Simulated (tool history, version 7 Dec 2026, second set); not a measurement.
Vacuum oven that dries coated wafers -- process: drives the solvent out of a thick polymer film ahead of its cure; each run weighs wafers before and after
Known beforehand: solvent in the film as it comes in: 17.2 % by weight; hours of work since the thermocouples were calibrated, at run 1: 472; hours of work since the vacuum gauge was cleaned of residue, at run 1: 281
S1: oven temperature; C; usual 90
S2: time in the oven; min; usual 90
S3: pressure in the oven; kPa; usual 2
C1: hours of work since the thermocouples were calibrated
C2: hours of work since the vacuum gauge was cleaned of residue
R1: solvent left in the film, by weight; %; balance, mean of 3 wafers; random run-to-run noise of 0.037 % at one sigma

run 1 hour=0 | S1=90 S2=90 S3=2 | C1=472 C2=281 | R1=5.32
run 2 hour=55.2 | S1=90 S2=90 S3=2 | C1=507 C2=315 | R1=5.21
run 3 hour=146.4 | S1=90 S2=90 S3=2 | C1=564 C2=373 | R1=5.27
run 4 hour=196.8 | S1=90 S2=90 S3=1.49 | C1=596 C2=404 | R1=5.03
run 5 hour=268.6 | S1=90 S2=90 S3=2 | C1=641 C2=450 | R1=5.33
run 6 hour=338.8 | S1=90 S2=90 S3=2 | C1=685 C2=494 | R1=5.35
run 7 hour=436.5 | S1=90 S2=90 S3=3.98 | C1=746 C2=555 | R1=6.62
run 8 hour=513.4 | S1=90 S2=90 S3=3.98 | C1=795 C2=603 | R1=6.69
run 9 hour=614.4 | S1=90 S2=79 S3=2 | C1=858 C2=667 | R1=6.17
run 10 hour=719.1 | S1=90 S2=79 S3=2 | C1=924 C2=733 | R1=6.07
run 11 hour=772.8 | S1=90 S2=79 S3=2 | C1=958 C2=767 | R1=6.14
run 12 hour=833.9 | S1=90 S2=79 S3=2 | C1=996 C2=805 | R1=6.11
-- hour=874.5 oven's thermocouples calibrated
run 13 hour=933.2 | S1=98 S2=79 S3=2 | C1=37 C2=866 | R1=3.28
run 14 hour=986.1 | S1=98 S2=79 S3=2 | C1=70 C2=899 | R1=3.3
run 15 hour=1055.1 | S1=90 S2=147 S3=2 | C1=114 C2=943 | R1=3.31
run 16 hour=1122.7 | S1=86 S2=46 S3=1.31 | C1=156 C2=985 | R1=9.22
run 17 hour=1229.5 | S1=83 S2=56 S3=1.94 | C1=223 C2=1052 | R1=9.65
run 18 hour=1302.3 | S1=101 S2=98 S3=1.94 | C1=269 C2=1098 | R1=2.01
-- hour=1311.8 vacuum gauge cleaned of residue and calibrated
run 19 hour=1372.4 | S1=78 S2=90 S3=2 | C1=312 C2=38 | R1=9.54
run 20 hour=1442.7 | S1=80 S2=57 S3=3.4 | C1=356 C2=82 | R1=11.35
run 21 hour=1550.6 | S1=100 S2=59 S3=3.4 | C1=424 C2=150 | R1=4.8
run 22 hour=1660.1 | S1=84 S2=59 S3=3.4 | C1=493 C2=219 | R1=10.22
run 23 hour=1760.3 | S1=84 S2=59 S3=2.42 | C1=556 C2=282 | R1=9.66
run 24 hour=1837 | S1=79 S2=129 S3=2.42 | C1=604 C2=330 | R1=8.42
-- hour=1915.2 vacuum gauge cleaned of residue and calibrated, once more
run 25 hour=1942 | S1=79 S2=52 S3=3.21 | C1=669 C2=17 | R1=11.88
run 26 hour=2018 | S1=79 S2=52 S3=3.21 | C1=717 C2=65 | R1=11.71
run 27 hour=2098 | S1=77 S2=108 S3=3.81 | C1=767 C2=115 | R1=10.86

Below are 3 alternative next runs, each starting from the tool's condition after run 27. Predict each:
run A hour=2185.1 | S1=90 S2=45 S3=2 | C1=822 C2=170 | R1=?
run B hour=2185.1 | S1=90 S2=108 S3=1.68 | C1=822 C2=170 | R1=?
run C hour=2185.1 | S1=90 S2=67 S3=2 | C1=822 C2=170 | R1=?

run=A R1=8.76
run=B R1=4.5
run=C R1=6.91
Stripped of hidden state, with their random variation kept, the same runs would have yielded:
run=A R1=8.3
run=B R1=4.03
run=C R1=6.41
